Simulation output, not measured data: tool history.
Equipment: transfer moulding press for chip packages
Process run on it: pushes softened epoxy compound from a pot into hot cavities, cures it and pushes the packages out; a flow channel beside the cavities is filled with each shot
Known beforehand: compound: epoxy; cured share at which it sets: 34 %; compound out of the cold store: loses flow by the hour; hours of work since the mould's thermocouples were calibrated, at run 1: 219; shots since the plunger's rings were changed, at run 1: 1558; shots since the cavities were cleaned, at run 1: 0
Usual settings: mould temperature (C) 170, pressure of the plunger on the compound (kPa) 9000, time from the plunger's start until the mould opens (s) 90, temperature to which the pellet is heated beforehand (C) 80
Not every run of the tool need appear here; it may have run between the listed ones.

run   hour  mould temperature (C)  pressure of the plunger on the compound (kPa)  time from the plunger's start until the mould opens (s)  temperature to which the pellet is heated beforehand (C)  hours of work since the mould's thermocouples were calibrated  shots since the plunger's rings were changed  shots since the cavities were cleaned  incoming compound's hours out of the cold store  length that the compound runs in the flow channel (mm)  greatest force on the pins that push the packages out (N)
  1    0.0                    170                                           9000                                                       90                                                        80                                                            219                                          1558                                      0                                             44.8                                                     594                                                        552
  2    8.4                    170                                           9000                                                       90                                                        80                                                            224                                          1659                                    101                                             22.6                                                     637                                                        717
  3   19.5                    170                                           9000                                                       95                                                        80                                                            231                                          1791                                    233                                             28.4                                                     619                                                        807
  4   28.8                    170                                           9000                                                       95                                                        80                                                            237                                          1902                                    344                                             24.0                                                     619                                                        841
  5   41.2                    170                                           9000                                                       90                                                        71                                                            245                                          2051                                    493                                             18.9                                                     627                                                       1086
  6   54.1                    170                                           9000                                                       90                                                        80                                                            253                                          2204                                    646                                             14.9                                                     636                                                       1115
      62.8  -- cavities cleaned with cleaning compound and waxed
  7   68.7                    170                                           9000                                                       90                                                        80                                                            262                                          2361                                     71                                             19.9                                                     630                                                       1271
  8   79.5                    170                                           9000                                                       90                                                        80                                                            268                                          2490                                    200                                             29.4                                                     607                                                       1186
  9   95.5                    170                                           9000                                                       90                                                        76                                                            279                                          2682                                    392                                             36.6                                                     591                                                       1226
 10  107.8                    170                                           9000                                                       90                                                        76                                                            286                                          2828                                    538                                             43.0                                                     579                                                       1185
     124.7  -- cavities cleaned with cleaning compound and waxed
 11  125.7                    170                                           9000                                                       90                                                        80                                                            297                                          3024                                     12                                             39.3                                                     581                                                        585
 12  132.6                    170                                           9000                                                       90                                                        80                                                            301                                          3108                                     96                                             20.6                                                     605                                                        748
 13  144.1                    170                                           9000                                                       90                                                        80                                                            308                                          3245                                    233                                             39.2                                                     579                                                        890
     151.4  -- cavities cleaned with cleaning compound and waxed, once more
 14  153.1                    170                                           9000                                                       90                                                        80                                                            313                                          3334                                     20                                             40.0                                                     592                                                        596
 15  164.8                    170                                           9000                                                       90                                                        80                                                            321                                          3474                                    160                                             32.4                                                     593                                                        779
 16  172.3                    166                                           7360                                                       83                                                        85                                                            325                                          3564                                    250                                             35.1                                                     538                                                       1375
 17  184.4                    166                                           7360                                                      114                                                        85                                                            333                                          3709                                    395                                             38.0                                                     536                                                        863
     197.3  -- plunger's sealing rings changed
 18  203.2                    163                                           9000                                                       90                                                        72                                                            343                                            71                                    589                                             41.7                                                     633                                                       1793
     216.1  -- cavities cleaned with cleaning compound and waxed
 19  219.8                    163                                           7930                                                       90                                                        87                                                            353                                           251                                     44                                             19.7                                                     630                                                       1105
 20  234.3                    170                                           9170                                                       85                                                        80                                                            362                                           425                                    218                                             27.1                                                     643                                                        975
 21  247.8                    170                                           9170                                                       85                                                        80                                                            371                                           587                                    380                                             15.1                                                     660                                                       1146
 22  263.5                    167                                           6950                                                       85                                                        80                                                            380                                           775                                    568                                             45.1                                                     538                                                       1443
     279.0  -- cavities cleaned with cleaning compound and waxed
 23  279.6                    167                                           8330                                                       85                                                        74                                                            390                                           949                                      8                                             23.6                                                     619                                                        862
 24  293.5                    167                                           8330                                                       85                                                        82                                                            398                                          1115                                    174                                             30.4                                                     604                                                       1178
 25  305.8                    167                                           9520                                                      100                                                        86                                                            406                                          1262                                    321                                             29.7                                                     649                                                        951
 26  319.6                    163                                           9500                                                       82                                                        77                                                            415                                          1428                                    487                                             39.9                                                     654                                                       2151
 27  336.0                    169                                           9000                                                       73                                                        77                                                            425                                          1624                                    683                                             26.0                                                     632                                                       1945
     340.6  -- cavities cleaned with cleaning compound and waxed
 28  352.7                    169                                           9000                                                       73                                                        77                                                            435                                          1805                                    145                                             30.2                                                     629                                                       1436
 29  364.5                    170                                           9000                                                       72                                                        78                                                            442                                          1947                                    287                                             24.7                                                     621                                                       1601

Forecast each of these 3 alternatives for the next run:
  A  378.7                    178                                           9000                                                       90                                                        80                                                            451                                          2116                                    456                                             38.5                                                       ?                                                          ?
  B  378.7                    170                                           9000                                                       88                                                        71                                                            451                                          2116                                    456                                             42.0                                                       ?                                                          ?
  C  378.7                    166                                           9000                                                       90                                                        80                                                            451                                          2116                                    456                                             27.3                                                       ?                                                          ?

run  length that the compound runs in the flow channel (mm)  greatest force on the pins that push the packages out (N)
  A                                                     566                                                        787
  B                                                     596                                                       1115
  C                                                     637                                                       1410
With the hidden condition removed and each run's random variation left untouched, the same runs would have given:
run  length that the compound runs in the flow channel (mm)  greatest force on the pins that push the packages out (N)
  A                                                     589                                                        422
  B                                                     620                                                        580
  C                                                     663                                                        719

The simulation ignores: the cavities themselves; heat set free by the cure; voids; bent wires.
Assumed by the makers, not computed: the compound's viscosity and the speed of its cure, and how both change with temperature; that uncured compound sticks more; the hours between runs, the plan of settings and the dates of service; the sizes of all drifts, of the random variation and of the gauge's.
